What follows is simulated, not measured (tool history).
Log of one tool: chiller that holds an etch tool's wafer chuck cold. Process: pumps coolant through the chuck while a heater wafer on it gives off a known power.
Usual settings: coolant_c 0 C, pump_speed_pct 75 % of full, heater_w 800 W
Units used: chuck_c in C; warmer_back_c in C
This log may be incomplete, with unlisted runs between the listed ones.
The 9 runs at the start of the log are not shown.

run    hour  coolant_c  pump_speed_pct  heater_w  chuck_c  warmer_back_c
 10   713.9          0              75       800      8.1           2.13
 11   798.4          0              75       800      8.1           2.14
 12   854.9          0              75       800      8.2           2.15
 13   923.9          0              75       800      8.1           2.12
 14   973.4         -3              75       800      5.0           2.13
 15  1070.6          0              75       747      7.6           2.03
     1086.4  -- coolant pump overhauled
 16  1186.7          0              75       800      8.5           2.29
 17  1273.7          0              75       800      8.4           2.29
 18  1359.2          0              63       964     11.6           3.24
 19  1459.5         -8              87       513     -3.2           1.19
 20  1576.2          9              75       800     17.4           2.25
     1613.4  -- coolant changed, channels flushed
 21  1669.0          9              75       800     16.6           2.29
     1753.5  -- coolant pump overhauled, once more
 22  1782.3          0              84       409      3.3           0.94
 23  1870.1          0              69       409      3.7           1.12
 24  1957.0         -7              96       949      0.0           1.76
 25  2059.3         10              69       510     14.6           1.40
 26  2178.2         10              69       510     14.8           1.39
 27  2270.8         -8              71       805     -0.6           2.16
 28  2361.4          0              75       570      5.0           1.44
 29  2441.0          0              75       570      5.0           1.46
 30  2549.0        -10              64      1142      1.5           3.41
 31  2621.7        -10              64      1142      1.5           3.51
 32  2700.9        -10              64       982     -0.1           2.98

Here are 3 independent what-if runs from the current tool condition. What would each one return?
  A  2753.6         -5              74       601        ?              ?
  B  2753.6          0              64       800        ?              ?
  C  2753.6          3              69       982        ?              ?

run  chuck_c  warmer_back_c
  A      0.5           1.52
  B      7.9           2.47
  C     12.3           2.74
Had the tool no hidden state, the same runs would have come out as:
run  chuck_c  warmer_back_c
  A      0.5           1.49
  B      7.9           2.43
  C     12.2           2.70

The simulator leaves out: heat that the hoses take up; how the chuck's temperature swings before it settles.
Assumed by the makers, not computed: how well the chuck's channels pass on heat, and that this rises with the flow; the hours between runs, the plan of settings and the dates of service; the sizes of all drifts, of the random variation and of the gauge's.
